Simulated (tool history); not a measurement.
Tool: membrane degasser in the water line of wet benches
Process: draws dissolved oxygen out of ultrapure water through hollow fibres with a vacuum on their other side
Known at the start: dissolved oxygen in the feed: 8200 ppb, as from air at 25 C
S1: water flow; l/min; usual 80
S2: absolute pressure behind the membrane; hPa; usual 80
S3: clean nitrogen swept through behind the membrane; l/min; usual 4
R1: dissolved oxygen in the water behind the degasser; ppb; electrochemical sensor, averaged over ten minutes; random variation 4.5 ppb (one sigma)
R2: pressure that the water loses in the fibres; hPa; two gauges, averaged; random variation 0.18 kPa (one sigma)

Run 1, hour 0: usual settings. Result: R1 479.7 ppb, R2 316.1 hPa.
Run 2, hour 200.6: usual settings but S1 103 l/min. Result: R1 683.4 ppb, R2 406.6 hPa.
Run 3, hour 362.5: usual settings but S1 103 l/min. Result: R1 700.4 ppb, R2 410.8 hPa.
Run 4, hour 533.4: usual settings but S1 103 l/min. Result: R1 676.8 ppb, R2 404.9 hPa.
Run 5, hour 631.8: usual settings but S2 105.3 hPa. Result: R1 588.5 ppb, R2 317.3 hPa.
Run 6, hour 795.2: usual settings but S1 90 l/min. Result: R1 577.6 ppb, R2 356.9 hPa.
Run 7, hour 1003.5: usual settings but S1 90 l/min. Result: R1 576.4 ppb, R2 359.3 hPa.
Run 8, hour 1139.5: usual settings but S1 76 l/min. Result: R1 454.1 ppb, R2 300.5 hPa.
Run 9, hour 1358: usual settings but S1 74 l/min, S3 3.93 l/min. Result: R1 442.4 ppb, R2 294.3 hPa.
Run 10, hour 1552.6: usual settings but S1 112 l/min, S2 91.3 hPa, S3 8.11 l/min. Result: R1 695 ppb, R2 449.5 hPa.
Run 11, hour 1764.1: usual settings but S1 112 l/min, S2 67.8 hPa, S3 11.94 l/min. Result: R1 600.9 ppb, R2 452.3 hPa.

Some steps in R1 between neighbouring runs. How much of each would the tool show without its hidden state too (settings, what came in, random variation), and how much is left for the hidden state, with any gauge scatter that isn't in both results?
The hidden state here: membrane still open, %; true pressure behind the membrane over the reading, kPa; air that leaks in behind the membrane, l/min; drift of the gauge itself on oxygen_ppb, %; drift of the gauge itself on loss_of_pressure_kpa, %.
Run 9 -> 10: S1 74 -> 112, S2 80 -> 91.3, S3 3.93 -> 8.11. R1 +252.6 ppb: hidden state +27.8, all else +224.8.
